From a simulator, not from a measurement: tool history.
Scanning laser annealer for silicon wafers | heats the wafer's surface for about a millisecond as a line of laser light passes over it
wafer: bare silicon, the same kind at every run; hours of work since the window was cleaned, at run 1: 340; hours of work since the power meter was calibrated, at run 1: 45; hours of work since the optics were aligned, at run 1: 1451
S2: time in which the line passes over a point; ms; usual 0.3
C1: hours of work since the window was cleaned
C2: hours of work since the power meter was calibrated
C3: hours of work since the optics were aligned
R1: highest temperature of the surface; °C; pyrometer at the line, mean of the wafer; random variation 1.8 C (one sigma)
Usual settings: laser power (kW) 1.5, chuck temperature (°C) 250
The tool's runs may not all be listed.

Run 1, hour 0: usual settings; C1 340; C2 45; C3 1451. Result: R1 965 °C.
Run 2, hour 17.6: usual settings but S2 0.304 ms; C1 351; C2 56; C3 1462. Result: R1 970 °C.
Run 3, hour 35.5: usual settings; C1 362; C2 67; C3 1473. Result: R1 961 °C.
Run 4, hour 52: usual settings but chuck temperature (°C) 220; C1 372; C2 77; C3 1483. Result: R1 932 °C.
Run 5, hour 73.1: usual settings; C1 385; C2 90; C3 1496. Result: R1 961 °C.
Run 6, hour 98.8: usual settings; C1 401; C2 106; C3 1512. Result: R1 964 °C.
At hour 114.5: optics aligned, line set to its width.
Run 7, hour 128.1: usual settings; C1 415; C2 121; C3 8. Result: R1 972 °C.
Run 8, hour 153.7: usual settings but laser power (kW) 1.365; C1 431; C2 136; C3 24. Result: R1 906 °C.
Run 9, hour 170.1: usual settings; C1 441; C2 146; C3 34. Result: R1 974 °C.
Run 10, hour 196.4: usual settings; C1 457; C2 163; C3 50. Result: R1 975 °C.
Run 11, hour 217.5: usual settings; C1 470; C2 175; C3 63. Result: R1 976 °C.
Run 12, hour 232.1: usual settings; C1 479; C2 184; C3 72. Result: R1 973 °C.
Run 13, hour 247.1: usual settings; C1 489; C2 194; C3 81. Result: R1 968 °C.
Run 14, hour 259: usual settings; C1 496; C2 201; C3 89. Result: R1 970 °C.
Run 15, hour 273: usual settings but S2 0.248 ms, chuck temperature (°C) 288; C1 504; C2 210; C3 97. Result: R1 945 °C.
Run 16, hour 299.3: usual settings but laser power (kW) 1.644, chuck temperature (°C) 228; C1 521; C2 226; C3 113. Result: R1 1027 °C.
Run 17, hour 317.2: usual settings but laser power (kW) 1.446, S2 0.236 ms, chuck temperature (°C) 277; C1 532; C2 237; C3 124. Result: R1 896 °C.
Run 18, hour 338.6: usual settings but laser power (kW) 1.318, S2 0.266 ms, chuck temperature (°C) 229; C1 545; C2 250; C3 138. Result: R1 821 °C.
Run 19, hour 357.8: usual settings but laser power (kW) 1.318, S2 0.266 ms, chuck temperature (°C) 229; C1 556; C2 262; C3 149. Result: R1 820 °C.
Run 20, hour 380: usual settings but laser power (kW) 1.577, S2 0.26 ms, chuck temperature (°C) 236; C1 570; C2 275; C3 163. Result: R1 947 °C.
Run 21, hour 397.5: usual settings but laser power (kW) 1.506, S2 0.26 ms, chuck temperature (°C) 217; C1 581; C2 286; C3 174. Result: R1 893 °C.
Run 22, hour 418.7: usual settings but laser power (kW) 1.401, chuck temperature (°C) 238; C1 594; C2 299; C3 187. Result: R1 905 °C.
Run 23, hour 441.6: usual settings but laser power (kW) 1.304, chuck temperature (°C) 238; C1 608; C2 313; C3 201. Result: R1 855 °C.
Run 24, hour 458.6: usual settings but laser power (kW) 1.293, chuck temperature (°C) 218; C1 618; C2 323; C3 211. Result: R1 827 °C.
Run 25, hour 485.3: usual settings but laser power (kW) 1.293, chuck temperature (°C) 218; C1 635; C2 340; C3 228. Result: R1 829 °C.
Run 26, hour 508.4: usual settings but laser power (kW) 1.556, S2 0.314 ms, chuck temperature (°C) 244; C1 649; C2 354; C3 242. Result: R1 1008 °C.
Run 27, hour 527.1: usual settings but laser power (kW) 1.556, S2 0.24 ms, chuck temperature (°C) 244; C1 660; C2 365; C3 253. Result: R1 914 °C.

How the hidden state differs across the entries between the runs, from the last listed run before each to the first after it:
Between runs 6 and 7: optics aligned, line set to its width (hour 114.5)
  light that passes the window, % of a clean one's: 98.63 -> 98.58; width of the line over the set one, %: 3.57 -> 0.21
  measured less the result without the state, R1: -25 -> -11 °C
